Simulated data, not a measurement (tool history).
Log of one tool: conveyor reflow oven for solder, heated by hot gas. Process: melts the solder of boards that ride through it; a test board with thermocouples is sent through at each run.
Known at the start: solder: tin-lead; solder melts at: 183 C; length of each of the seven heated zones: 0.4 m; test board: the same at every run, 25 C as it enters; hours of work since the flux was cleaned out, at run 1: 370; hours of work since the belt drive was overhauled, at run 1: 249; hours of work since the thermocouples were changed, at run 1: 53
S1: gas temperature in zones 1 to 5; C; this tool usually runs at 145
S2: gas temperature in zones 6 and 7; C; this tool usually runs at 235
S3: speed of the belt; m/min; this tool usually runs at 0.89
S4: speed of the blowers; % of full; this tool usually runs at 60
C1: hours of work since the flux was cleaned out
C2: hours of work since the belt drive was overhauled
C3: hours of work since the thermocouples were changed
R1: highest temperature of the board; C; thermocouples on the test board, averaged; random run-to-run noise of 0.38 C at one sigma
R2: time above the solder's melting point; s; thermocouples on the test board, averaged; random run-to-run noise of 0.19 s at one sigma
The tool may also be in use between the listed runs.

run    day   S1   S2     S3  S4   C1   C2   C3     R1    R2
  1      0  145  235   0.89  60  370  249   53    219  43.1
  2  0.642  145  235   0.89  60  376  255   60  218.1  42.9
  3  1.017  145  235   0.89  60  380  259   64  218.4  42.8
  4  1.421  145  235   0.89  60  384  263   68  218.3    43
  5  2.088  145  235   0.89  60  391  270   75  217.6  43.2
  6  2.379  145  235   0.89  60  394  273   78  218.8  42.9
  7  2.854  145  235   0.89  60  399  278   82    218  43.2
  8  3.196  145  235   0.89  60  402  281   86  217.9  43.1
  9  3.696  145  235   0.89  55  407  286   91  216.9    42
 10  4.188  145  235   0.89  55  412  291   96    217  42.2
 11  4.525  145  235   0.89  55  415  295   99    218  42.2
 12  4.921  145  235   0.89  55  419  299  103  216.5  42.1
 13  5.371  145  235   0.89  55  424  303  108  217.7  42.2
 14  5.658  136  225  0.949  77  427  306  111    209  32.7
 15  5.938  136  225  0.949  77  430  309  114  208.5  32.7
 16  6.508  136  225  0.949  77  436  315  119  207.4  32.3
 17  6.858  154  231  1.016  67  439  318  123  213.1  37.4
 18  7.471  154  231  1.016  67  445  324  129  213.5  37.2
 19  7.842  145  235   0.89  82  449  328  133  221.4  44.9
 20  8.192  145  228   0.89  82  453  332  137  215.1  41.8
 21  8.588  144  223   0.88  75  457  336  141  209.3  38.4
 22  9.192  152  235   1.05  60  463  342  147  213.8  35.5

What would each run have given without the hidden state, its run-to-run variation left as it was?
Hidden state present: heat that the gas passes to the board, % of a clean oven's; belt's true speed, % of the reading; true gas temperature in zones 6 and 7 over the reading, C; drift of the gauge itself on peak_c, C; drift of the gauge itself on liquid_s, %.
run     R1    R2
  1  220.6  43.8
  2  219.8  43.7
  3  220.1  43.5
  4    220  43.8
  5  219.3  43.9
  6  220.5  43.6
  7  219.8  43.9
  8  219.6  43.9
  9  218.6  42.9
 10  218.8  43.1
 11  219.8  43.1
 12  218.4  42.9
 13  219.5  43.1
 14  211.2  34.3
 15  210.7  34.3
 16  209.7    34
 17  215.2  38.5
 18  215.6  38.3
 19  223.6  45.7
 20  217.2  42.9
 21  211.3  39.8
 22  216.2  36.6
